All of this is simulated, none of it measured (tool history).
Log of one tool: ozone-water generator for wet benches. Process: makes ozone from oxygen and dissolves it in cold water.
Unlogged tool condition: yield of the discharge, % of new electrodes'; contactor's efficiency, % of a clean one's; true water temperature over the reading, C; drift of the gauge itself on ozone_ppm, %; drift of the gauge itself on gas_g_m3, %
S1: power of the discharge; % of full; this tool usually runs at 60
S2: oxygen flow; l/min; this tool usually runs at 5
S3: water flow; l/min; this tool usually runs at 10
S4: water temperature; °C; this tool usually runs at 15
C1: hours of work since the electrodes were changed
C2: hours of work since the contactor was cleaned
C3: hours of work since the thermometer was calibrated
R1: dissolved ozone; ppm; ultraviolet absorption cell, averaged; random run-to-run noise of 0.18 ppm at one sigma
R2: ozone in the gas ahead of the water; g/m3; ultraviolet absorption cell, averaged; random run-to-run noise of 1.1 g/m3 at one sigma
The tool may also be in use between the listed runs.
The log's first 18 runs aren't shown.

| run | day | S1 | S2 | S3 | S4 | C1 | C2 | C3 | R1 | R2 |
|---|---|---|---|---|---|---|---|---|---|---|
| 19 | 37.521 | 60 | 8.55 | 9 | 15 | 1526 | 777 | 3519 | 24.7 | 144 |
| 20 | 40.229 | 60 | 8.93 | 10 | 15 | 1584 | 835 | 3577 | 22.9 | 140.8 |
| 21 | 42.958 | 60 | 8.93 | 10 | 15 | 1642 | 893 | 3635 | 22.8 | 138.2 |
| 22 | 45.562 | 60 | 8.93 | 10 | 18 | 1698 | 949 | 3691 | 21.5 | 139.8 |
| 23 | 47.754 | 60 | 8.93 | 11 | 18 | 1744 | 996 | 3738 | 20.1 | 139.7 |
| 24 | 49.304 | 60 | 8.93 | 11 | 18 | 1778 | 1029 | 3771 | 20.1 | 139.6 |
| 25 | 50.838 | 60 | 3.17 | 14 | 18 | 1810 | 1061 | 3803 | 17.1 | 225.5 |
| 26 | 52.746 | 60 | 3.17 | 14 | 18 | 1851 | 1102 | 3844 | 16.7 | 223.9 |
| 27 | 54.604 | 76 | 3.32 | 7 | 13 | 1891 | 1142 | 3884 | 39.2 | 253.7 |
| 28 | 55.858 | 76 | 3.32 | 7 | 13 | 1917 | 1169 | 3910 | 39.3 | 253.9 |
|  | 56.121 | gauge calibrated |
| 29 | 57.621 | 76 | 3.32 | 7 | 13 | 1955 | 1206 | 3948 | 38.8 | 261 |
| 30 | 59.467 | 76 | 3.32 | 7 | 13 | 1994 | 1246 | 3988 | 39.1 | 262.2 |
| 31 | 61.729 | 72 | 3.32 | 10 | 13 | 2043 | 1294 | 4036 | 27.9 | 252.1 |
| 32 | 63.004 | 73 | 3.48 | 11 | 15 | 2070 | 1321 | 4063 | 25.7 | 248.5 |

Forecast each of these 3 alternatives for the next run:
| A | 64.867 | 73 | 8.48 | 11 | 15 | 2110 | 1361 | 4103 | ? | ? |
| B | 64.867 | 73 | 3.48 | 7 | 15 | 2110 | 1361 | 4103 | ? | ? |
| C | 64.867 | 73 | 3.48 | 11 | 11 | 2110 | 1361 | 4103 | ? | ? |

| run | R1 | R2 |
|---|---|---|
| A | 24.8 | 165.3 |
| B | 37.1 | 249.1 |
| C | 27.2 | 245.5 |
Without the tool's hidden state the same runs would have given:
| run | R1 | R2 |
|---|---|---|
| A | 24.8 | 166.2 |
| B | 37.2 | 250.5 |
| C | 27.2 | 246.8 |

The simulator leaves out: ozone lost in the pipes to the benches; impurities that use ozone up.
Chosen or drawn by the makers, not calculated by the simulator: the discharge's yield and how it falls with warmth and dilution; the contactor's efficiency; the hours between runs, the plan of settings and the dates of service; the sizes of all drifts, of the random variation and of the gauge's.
